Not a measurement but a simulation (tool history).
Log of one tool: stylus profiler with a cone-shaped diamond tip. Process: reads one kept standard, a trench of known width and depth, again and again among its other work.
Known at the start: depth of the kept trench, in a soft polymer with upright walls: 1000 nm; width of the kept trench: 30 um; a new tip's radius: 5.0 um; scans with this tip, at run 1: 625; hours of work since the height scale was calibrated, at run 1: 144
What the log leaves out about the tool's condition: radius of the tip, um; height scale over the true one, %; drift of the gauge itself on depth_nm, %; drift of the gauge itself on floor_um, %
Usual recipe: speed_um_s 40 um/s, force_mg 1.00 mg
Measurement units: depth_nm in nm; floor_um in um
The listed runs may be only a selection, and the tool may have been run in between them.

run	day	speed_um_s	force_mg	scans with this tip	hours of work since the height scale was calibrated	depth_nm	floor_um
1	0.000	40	1.00	625	144	1007.05	23.40
2	0.650	40	1.00	665	153	1006.74	23.42
3	1.229	40	1.00	700	161	1006.94	23.34
4	1.625	40	1.00	724	167	1007.14	23.36
5	2.033	40	1.00	748	172	1007.49	23.43
6	2.425	40	1.00	772	178	1006.95	23.37
7	2.892	40	1.00	800	184	1007.38	23.33
8	3.412	130	1.00	832	191	1007.31	22.62
9	4.067	130	1.00	871	200	1007.60	22.59
10	4.592	130	1.00	903	208	1007.44	22.56
11	4.962	55	1.00	925	213	1006.80	23.19
12	5.496	40	1.00	957	220	1007.27	23.31
13	6.142	40	1.00	996	229	1007.09	23.26
14	6.550	40	1.00	1021	235	1007.47	23.24
15	7.112	40	1.00	1055	243	1007.90	23.23
# day 7.167: height scale calibrated on a step standard
16	7.725	40	1.00	1091	8	1007.51	23.25
17	8.338	17	1.00	1128	16	1007.69	23.42
18	8.708	17	1.00	1150	21	1007.83	23.41
# day 8.900: height scale calibrated on a step standard, once more
19	9.317	60	1.00	1186	6	1007.13	23.00
20	9.883	60	1.00	1220	14	1006.91	22.98
21	10.375	60	1.00	1249	20	1006.35	23.06
22	10.983	12	1.00	1286	29	1006.62	23.33
23	11.558	12	1.00	1321	37	1007.12	23.41
24	11.862	47	0.96	1339	41	1006.78	23.15
25	12.162	47	0.96	1357	45	1006.63	23.06
26	12.717	47	0.96	1391	53	1007.03	23.05
27	13.183	16	1.30	1419	59	1008.06	23.38
28	13.596	74	2.94	1444	65	1013.52	23.09
29	13.971	81	2.94	1466	70	1013.54	23.07
30	14.392	17	2.94	1492	76	1013.33	23.33
31	14.788	82	2.51	1516	82	1012.34	23.01
32	15.129	78	2.06	1536	86	1010.76	22.95
33	15.446	78	2.06	1556	91	1010.78	22.95
34	15.708	28	2.06	1572	95	1010.87	23.21
35	16.296	24	0.63	1607	103	1005.53	23.13
36	16.842	77	0.84	1640	110	1006.43	22.67
37	17.267	77	0.84	1666	116	1006.56	22.64
38	17.746	10	0.80	1694	123	1006.05	23.26
39	18.100	10	0.80	1716	128	1005.51	23.24
40	18.692	36	1.99	1752	136	1010.19	23.11
41	19.225	104	0.55	1784	143	1005.03	22.13
42	19.729	104	0.55	1814	150	1005.39	22.12
43	20.142	76	0.40	1839	156	1004.30	22.32
44	20.679	38	1.00	1872	164	1007.33	23.01
45	21.071	113	0.95	1895	169	1007.09	22.29
46	21.442	113	0.95	1918	174	1006.99	22.34

Describe how what the log doesn't record of the tool's condition differs between the last listed run preceding each entry between runs and the first listed run following it.
Run 15 -> run 16: height scale calibrated on a step standard (day 7.167)
  radius of the tip, um: 5.63 -> 5.65; height scale over the true one, %: 0.132 -> 0.154
  measured result minus the result with no hidden state, depth_nm: +1.33 -> +1.55 nm; floor_um: -0.40 -> -0.42 um
Run 18 -> run 19: height scale calibrated on a step standard, once more (day 8.900)
  radius of the tip, um: 5.68 -> 5.71; height scale over the true one, %: 0.159 -> 0.045
  measured result minus the result with no hidden state, depth_nm: +1.59 -> +0.46 nm; floor_um: -0.44 -> -0.45 um
